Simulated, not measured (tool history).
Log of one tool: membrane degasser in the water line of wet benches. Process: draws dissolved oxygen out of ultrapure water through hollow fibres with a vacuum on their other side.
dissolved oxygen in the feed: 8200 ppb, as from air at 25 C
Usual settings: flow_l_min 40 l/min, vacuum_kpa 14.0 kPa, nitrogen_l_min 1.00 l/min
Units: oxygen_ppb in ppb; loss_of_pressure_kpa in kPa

run	hour	flow_l_min	vacuum_kpa	nitrogen_l_min	oxygen_ppb	loss_of_pressure_kpa
1	0.0	40	14.0	1.00	1107.5	26.22
2	123.0	40	14.0	1.00	1064.2	25.85
3	204.2	40	14.0	1.00	1097.0	25.89
4	328.5	30	14.0	1.00	837.4	19.62
5	411.0	30	14.0	1.00	816.9	19.50
6	498.9	30	14.0	1.00	838.4	19.57
7	565.7	30	14.0	1.00	831.4	19.68
# hour 655.5: vacuum gauge calibrated
8	676.4	30	14.0	1.00	813.4	19.60
9	788.5	30	14.0	1.00	808.7	19.59
10	863.8	30	14.0	1.00	831.3	19.82
11	975.7	30	14.0	1.00	811.8	19.65
12	1059.2	40	14.0	1.00	1052.9	26.04
13	1184.2	40	14.0	1.00	1099.7	26.02
14	1293.1	40	9.9	1.00	805.0	26.20
15	1376.2	40	9.9	1.00	793.5	26.20
16	1462.7	34	18.1	0.45	1819.7	22.05
17	1551.5	34	18.1	0.45	1775.6	22.34
18	1635.4	34	11.8	2.29	522.2	22.12
19	1694.1	27	29.3	1.00	1433.3	17.97
20	1820.0	27	29.3	1.00	1437.3	17.49
21	1934.8	27	29.3	1.00	1417.2	17.70
22	1996.5	40	24.5	0.59	2273.3	26.50
23	2117.5	56	10.7	1.65	980.1	37.00
24	2182.4	40	14.4	1.00	1099.3	26.31
25	2294.6	40	14.0	0.46	1614.6	26.51
26	2350.8	51	14.0	0.94	1389.6	33.55

The same runs without the tool's hidden state, with the same run-to-run variation:
The hidden state here: membrane still open, %; true pressure behind the membrane over the reading, kPa; air that leaks in behind the membrane, l/min; drift of the gauge itself on oxygen_ppb, %; drift of the gauge itself on loss_of_pressure_kpa, %.
run	oxygen_ppb	loss_of_pressure_kpa
1	1066.9	25.64
2	1024.2	25.25
3	1055.0	25.28
4	803.4	19.15
5	783.2	19.02
6	803.2	19.08
7	796.1	19.18
8	797.9	19.10
9	792.5	19.07
10	814.1	19.30
11	794.2	19.11
12	1029.0	25.32
13	1073.6	25.28
14	777.0	25.44
15	765.1	25.43
16	1801.4	21.38
17	1757.1	21.67
18	495.7	21.43
19	1414.9	17.42
20	1418.1	16.93
21	1397.5	17.13
22	2249.4	25.63
23	933.2	35.77
24	1065.6	25.42
25	1582.7	25.60
26	1346.8	32.38
